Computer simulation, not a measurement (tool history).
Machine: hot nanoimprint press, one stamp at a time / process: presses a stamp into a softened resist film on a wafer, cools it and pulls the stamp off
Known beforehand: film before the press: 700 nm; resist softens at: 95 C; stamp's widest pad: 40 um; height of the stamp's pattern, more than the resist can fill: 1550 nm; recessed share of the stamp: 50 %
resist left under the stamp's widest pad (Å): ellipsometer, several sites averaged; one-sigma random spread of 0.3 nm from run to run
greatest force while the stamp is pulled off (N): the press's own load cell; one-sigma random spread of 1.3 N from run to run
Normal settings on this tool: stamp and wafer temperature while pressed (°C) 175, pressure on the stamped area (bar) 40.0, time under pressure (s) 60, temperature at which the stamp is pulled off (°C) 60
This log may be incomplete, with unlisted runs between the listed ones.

run    hour  stamp and wafer temperature while pressed (°C)  pressure on the stamped area (bar)  time under pressure (s)  temperature at which the stamp is pulled off (°C)  resist left under the stamp's widest pad (Å)  greatest force while the stamp is pulled off (N)
  1     0.0                                             175                                40.0                       60                                                 60                                          2863                                               116
  2    38.4                                             175                                40.0                       60                                                 60                                          2868                                               115
  3    78.6                                             175                                40.0                       60                                                 60                                          2867                                               116
  4   118.3                                             175                                40.0                       60                                                 60                                          2874                                               114
  5   159.7                                             175                                40.0                       60                                                 60                                          2878                                               116
  6   198.0                                             175                                40.0                       60                                                 53                                          2879                                               131
  7   227.7                                             175                                40.0                       60                                                 53                                          2885                                               132
  8   284.3                                             175                                40.0                       60                                                 53                                          2893                                               131
  9   328.3                                             175                                40.0                       60                                                 53                                          2891                                               134
      345.0  -- stamp cleaned and given a new release coat
 10   373.5                                             175                                40.0                       60                                                 60                                          2897                                               116
 11   415.1                                             175                                40.0                       86                                                 60                                          2542                                               116
 12   446.6                                             175                                40.0                       86                                                 60                                          2545                                               115
 13   493.4                                             175                                40.0                       86                                                 63                                          2547                                               110
 14   533.6                                             175                                40.0                       86                                                 63                                          2553                                               107
 15   567.2                                             175                                40.0                       86                                                 63                                          2556                                               110
 16   605.9                                             179                                32.9                       42                                                 63                                          3257                                               109
 17   664.1                                             179                                32.9                       42                                                 63                                          3268                                               110
      686.4  -- plate thermocouple calibrated
      692.4  -- stamp cleaned and given a new release coat
      695.3  -- gauge calibrated
 18   715.5                                             181                                27.6                       76                                                 56                                          2681                                               123
 19   774.7                                             181                                27.6                       76                                                 56                                          2683                                               128
 20   816.1                                             181                                27.6                       76                                                 56                                          2689                                               123
 21   862.4                                             165                                40.0                       44                                                 60                                          4296                                               116
 22   919.0                                             170                                60.4                       89                                                 60                                          2349                                               112
 23   954.6                                             165                                40.0                       41                                                 61                                          4394                                               114
 24  1014.3                                             165                                29.4                       41                                                 61                                          4952                                               116
     1038.1  -- stamp cleaned and given a new release coat
 25  1071.3                                             175                                40.0                       60                                                 57                                          2899                                               122
 26  1105.2                                             175                                38.8                       60                                                 60                                          2949                                               114
 27  1160.4                                             175                                34.0                       60                                                 66                                          3166                                               101
 28  1202.5                                             175                                34.0                       60                                                 66                                          3176                                               103
 29  1262.6                                             186                                47.9                       51                                                 48                                          2020                                               142
 30  1317.9                                             186                                58.2                       51                                                 50                                          1815                                               136

Below, some changes in resist left under the stamp's widest pad (Å) between adjacent runs. For each, the amount present without the hidden state too (settings, incoming material, random variation) and the amount remaining for the hidden state with gauge scatter not shared by both compared results:
Unlogged tool condition in this case: true temperature over the reading, C; pressure that arrives at the usual setting, %; grip of the stamp's worn release coat, % over a new coat's; drift of the gauge itself on residual_nm, %; drift of the gauge itself on pull_off_n, %.
Run 15 -> 16: stamp and wafer temperature while pressed (°C) 175 -> 179, pressure on the stamped area (bar) 40.0 -> 32.9, time under pressure (s) 86 -> 42. resist left under the stamp's widest pad (Å) +701: hidden state +18, all else +683.
Run 17 -> 18: stamp and wafer temperature while pressed (°C) 179 -> 181, pressure on the stamped area (bar) 32.9 -> 27.6, time under pressure (s) 42 -> 76, temperature at which the stamp is pulled off (°C) 63 -> 56, plate thermocouple calibrated, stamp cleaned and given a new release coat, gauge calibrated. resist left under the stamp's widest pad (Å) -587: hidden state -72, all else -515.
Run 21 -> 22: stamp and wafer temperature while pressed (°C) 165 -> 170, pressure on the stamped area (bar) 40.0 -> 60.4, time under pressure (s) 44 -> 89. resist left under the stamp's widest pad (Å) -1947: hidden state -6, all else -1941.
Run 22 -> 23: stamp and wafer temperature while pressed (°C) 170 -> 165, pressure on the stamped area (bar) 60.4 -> 40.0, time under pressure (s) 89 -> 41, temperature at which the stamp is pulled off (°C) 60 -> 61. resist left under the stamp's widest pad (Å) +2045: hidden state +20, all else +2025.
Run 24 -> 25: stamp and wafer temperature while pressed (°C) 165 -> 175, pressure on the stamped area (bar) 29.4 -> 40.0, time under pressure (s) 41 -> 60, temperature at which the stamp is pulled off (°C) 61 -> 57, stamp cleaned and given a new release coat. resist left under the stamp's widest pad (Å) -2053: hidden state -18, all else -2035.
